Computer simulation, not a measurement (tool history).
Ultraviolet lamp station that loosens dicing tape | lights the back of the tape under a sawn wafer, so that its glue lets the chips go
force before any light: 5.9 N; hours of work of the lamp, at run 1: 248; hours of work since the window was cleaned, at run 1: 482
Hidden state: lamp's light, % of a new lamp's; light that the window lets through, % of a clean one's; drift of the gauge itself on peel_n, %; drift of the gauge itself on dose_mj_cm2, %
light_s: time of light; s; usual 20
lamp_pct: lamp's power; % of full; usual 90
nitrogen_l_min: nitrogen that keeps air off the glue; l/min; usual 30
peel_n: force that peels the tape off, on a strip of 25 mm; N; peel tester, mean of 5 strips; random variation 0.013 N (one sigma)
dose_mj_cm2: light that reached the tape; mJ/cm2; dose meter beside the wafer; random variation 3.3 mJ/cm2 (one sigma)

| run | day | light_s | lamp_pct | nitrogen_l_min | hours of work of the lamp | hours of work since the window was cleaned | peel_n | dose_mj_cm2 |
|---|---|---|---|---|---|---|---|---|
| 1 | 0 | 20 | 90 | 30 | 248 | 482 | 0.856 | 413 |
| 2 | 0.812 | 20 | 90 | 30 | 258 | 493 | 0.899 | 419 |
| 3 | 2.346 | 20 | 90 | 30 | 279 | 513 | 0.918 | 405 |
| 4 | 4.121 | 20 | 90 | 30 | 303 | 537 | 0.947 | 399 |
|  | 5.204 | window cleaned of glue's vapour |
| 5 | 5.217 | 20 | 90 | 30 | 317 | 0 | 0.697 | 469 |
| 6 | 6.121 | 20 | 90 | 30 | 330 | 12 | 0.712 | 470 |
| 7 | 7.533 | 20 | 90 | 30 | 349 | 31 | 0.716 | 461 |
| 8 | 8.583 | 20 | 90 | 30 | 363 | 45 | 0.739 | 459 |
| 9 | 10.208 | 20 | 90 | 30 | 385 | 67 | 0.752 | 457 |
| 10 | 11.488 | 20 | 82 | 30 | 402 | 85 | 0.91 | 412 |
| 11 | 12.75 | 20 | 82 | 30 | 419 | 102 | 0.967 | 400 |
| 12 | 14.017 | 20 | 82 | 29 | 436 | 119 | 0.952 | 395 |
| 13 | 15.704 | 20 | 82 | 29 | 459 | 141 | 1.007 | 394 |
| 14 | 17.154 | 20 | 64 | 30 | 478 | 161 | 1.409 | 304 |
| 15 | 18.2 | 20 | 64 | 30 | 492 | 175 | 1.417 | 304 |
| 16 | 19.558 | 20 | 64 | 30 | 510 | 193 | 1.416 | 298 |
| 17 | 21.321 | 20 | 90 | 30 | 534 | 217 | 0.894 | 417 |
| 18 | 23 | 20 | 90 | 30 | 557 | 239 | 0.909 | 405 |
| 19 | 24.608 | 20 | 90 | 30 | 578 | 261 | 0.946 | 400 |
| 20 | 25.567 | 20 | 90 | 20 | 591 | 274 | 1.179 | 394 |
| 21 | 27.233 | 20 | 86 | 20 | 614 | 296 | 1.253 | 376 |
| 22 | 28.558 | 11 | 71 | 20 | 631 | 314 | 2.943 | 165 |
| 23 | 29.317 | 11 | 71 | 20 | 642 | 324 | 2.8 | 166 |
| 24 | 30.7 | 14 | 90 | 30 | 660 | 343 | 1.597 | 270 |
| 25 | 31.979 | 14 | 90 | 30 | 677 | 360 | 1.672 | 262 |
| 26 | 33.504 | 18 | 90 | 59 | 698 | 381 | 0.905 | 337 |
| 27 | 34.262 | 12 | 62 | 13 | 708 | 391 | 3.425 | 153 |
| 28 | 35.162 | 23 | 99 | 13 | 720 | 403 | 1.117 | 460 |
| 29 | 36.679 | 28 | 64 | 13 | 741 | 423 | 1.643 | 363 |
| 30 | 37.442 | 17 | 78 | 13 | 751 | 434 | 2.277 | 268 |
|  | 38.342 | lamp changed |
| 31 | 38.429 | 17 | 78 | 13 | 1 | 446 | 1.737 | 338 |
| 32 | 39.967 | 19 | 76 | 46 | 22 | 467 | 0.88 | 367 |
| 33 | 41.283 | 19 | 76 | 46 | 40 | 485 | 0.901 | 360 |
| 34 | 42.117 | 18 | 90 | 44 | 51 | 496 | 0.716 | 403 |
| 35 | 43.125 | 10 | 66 | 13 | 64 | 510 | 3.216 | 166 |
| 36 | 44.154 | 10 | 66 | 13 | 78 | 523 | 3.249 | 162 |
| 37 | 45.846 | 10 | 66 | 13 | 101 | 546 | 3.382 | 161 |
|  | 46.292 | window cleaned of glue's vapour |
| 38 | 46.979 | 10 | 66 | 13 | 116 | 9 | 3.069 | 184 |
| 39 | 48.246 | 10 | 66 | 13 | 133 | 26 | 2.999 | 183 |
| 40 | 49.129 | 10 | 66 | 13 | 145 | 38 | 3.074 | 180 |
| 41 | 49.958 | 10 | 66 | 13 | 156 | 49 | 3.013 | 181 |
| 42 | 51.188 | 28 | 65 | 12 | 173 | 66 | 1.092 | 489 |

Hidden state or all else? Some run-to-run changes of peel_n, split into what the settings, what came in and random variation would give without the hidden state, and what is left for the hidden state (with any gauge scatter that isn't in both results):
Run 26 -> 27: light_s 18 -> 12, lamp_pct 90 -> 62, nitrogen_l_min 59 -> 13. peel_n +2.52 N: hidden state +0.294, all else +2.226.
Run 27 -> 28: light_s 12 -> 23, lamp_pct 62 -> 99. peel_n -2.308 N: hidden state -0.208, all else -2.1.
Run 30 -> 31: lamp changed. peel_n -0.54 N: hidden state -0.522, all else -0.018.
Run 34 -> 35: light_s 18 -> 10, lamp_pct 90 -> 66, nitrogen_l_min 44 -> 13. peel_n +2.5 N: hidden state +0.147, all else +2.353.
Run 37 -> 38: window cleaned of glue's vapour. peel_n -0.313 N: hidden state -0.265, all else -0.048.

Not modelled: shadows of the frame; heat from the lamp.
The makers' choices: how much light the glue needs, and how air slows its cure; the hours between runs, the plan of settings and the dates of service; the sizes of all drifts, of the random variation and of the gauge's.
